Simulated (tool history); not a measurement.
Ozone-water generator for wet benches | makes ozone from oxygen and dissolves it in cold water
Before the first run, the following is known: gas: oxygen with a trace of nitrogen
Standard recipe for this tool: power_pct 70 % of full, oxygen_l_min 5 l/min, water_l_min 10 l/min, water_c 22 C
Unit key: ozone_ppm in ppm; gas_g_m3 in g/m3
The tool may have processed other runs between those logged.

run	hour	power_pct	oxygen_l_min	water_l_min	water_c	ozone_ppm	gas_g_m3
1	0	70	5	10	22	27.7	183.3
2	48.6	70	5	10	22	27.5	184.2
3	82.1	70	5	10	22	27.7	184.1
4	132.9	70	5	10	22	27.1	185.4
5	174.3	70	5	10	22	27.1	181.1
6	195.4	70	5.9	10	22	26.8	171.4
7	229.7	70	5	10	22	27.2	181.7
8	263.6	70	5	10	22	27.2	182.7
9	291.9	70	5	10	22	27.1	181.5
10	323.8	69	5	15	22	21	182.1
11	373.3	70	5.77	10	22	26.5	172
12	420.4	70	5.77	10	22	27.5	171.7
13	460.9	52	5.77	10	22	22	136.3
14	490.7	46	5	16	22	15	132.3

Missing from the log above: 2 entries noted between runs. For each, name the pair of listed runs it sits between and say how the tool's hidden condition differs from the listed run just before to the listed run just after:
Runs 3 to 4: water thermometer calibrated (hour 120)
  yield of the discharge, % of new electrodes': 96.6 -> 96.4; contactor's efficiency, % of a clean one's: 97.5 -> 97.4; true water temperature over the reading, C: 0.44 -> 0.57
  what was measured, less what the result would be without the hidden state, ozone_ppm: -1.4 -> -1.6 ppm; gas_g_m3: -6.4 -> -6.8 g/m3
Runs 11 to 12: water thermometer calibrated, once more (hour 415.7)
  yield of the discharge, % of new electrodes': 95.5 -> 95.3; contactor's efficiency, % of a clean one's: 96.9 -> 96.8; true water temperature over the reading, C: 0.6 -> 0.01
  what was measured, less what the result would be without the hidden state, ozone_ppm: -2 -> -1.7 ppm; gas_g_m3: -8.2 -> -8.6 g/m3

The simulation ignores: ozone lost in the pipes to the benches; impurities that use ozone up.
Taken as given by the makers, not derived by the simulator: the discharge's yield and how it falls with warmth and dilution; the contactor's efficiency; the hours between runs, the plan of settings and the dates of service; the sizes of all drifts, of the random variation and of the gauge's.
